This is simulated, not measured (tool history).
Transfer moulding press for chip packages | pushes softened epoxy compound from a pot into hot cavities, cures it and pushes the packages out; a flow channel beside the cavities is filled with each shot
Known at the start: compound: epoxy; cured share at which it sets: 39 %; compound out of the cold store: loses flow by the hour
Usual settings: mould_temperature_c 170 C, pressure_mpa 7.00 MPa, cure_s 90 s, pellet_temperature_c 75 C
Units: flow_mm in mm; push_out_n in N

run	hour	mould_temperature_c	pressure_mpa	cure_s	pellet_temperature_c	incoming compound's hours out of the cold store	flow_mm	push_out_n
1	0.0	170	7.00	90	75	46.9	602	297
2	15.2	170	7.00	90	75	35.9	639	329
3	27.2	170	6.58	90	75	37.6	610	337
4	46.3	170	6.58	90	75	14.0	694	409
5	63.3	170	6.58	90	75	38.0	609	395
# hour 73.8: cavities cleaned with cleaning compound and waxed
# hour 82.9: plunger's sealing rings changed
6	89.3	170	6.58	90	75	42.6	614	257
7	100.6	170	7.00	90	75	9.0	752	319
8	113.8	170	7.00	90	75	22.8	698	336
9	134.9	170	7.00	90	75	44.9	622	347
10	149.4	170	7.00	72	75	20.8	705	681
11	158.2	170	7.00	70	75	37.1	647	718
12	167.9	170	7.00	70	75	29.9	671	779
# hour 174.2: cavities cleaned with cleaning compound and waxed
13	188.1	170	6.80	70	75	40.1	621	507
14	202.0	170	6.80	70	75	31.6	648	603
15	214.0	167	6.80	70	75	25.7	681	766
16	223.5	167	6.80	73	75	45.7	615	696
17	232.4	167	6.80	73	75	36.2	643	734
18	250.1	178	7.00	90	75	30.9	635	274
19	260.3	170	7.60	90	75	32.1	679	396
# hour 271.8: cavities cleaned with cleaning compound and waxed
20	272.9	167	7.49	86	76	32.9	679	325
21	291.7	171	5.96	90	71	42.1	563	270
22	309.5	171	5.96	90	71	25.9	615	316
23	319.0	175	8.08	90	75	9.3	766	262
24	339.2	170	5.54	82	81	31.3	575	433

Forecast run 25:
# hour 348.6: plunger's sealing rings changed
25	360.8	170	7.00	121	75	31.9	?	?

{"run 25": {"flow_mm": 667, "push_out_n": 274}}
Without the tool's hidden state the same run would have given flow_mm 670 mm, push_out_n 171 N.
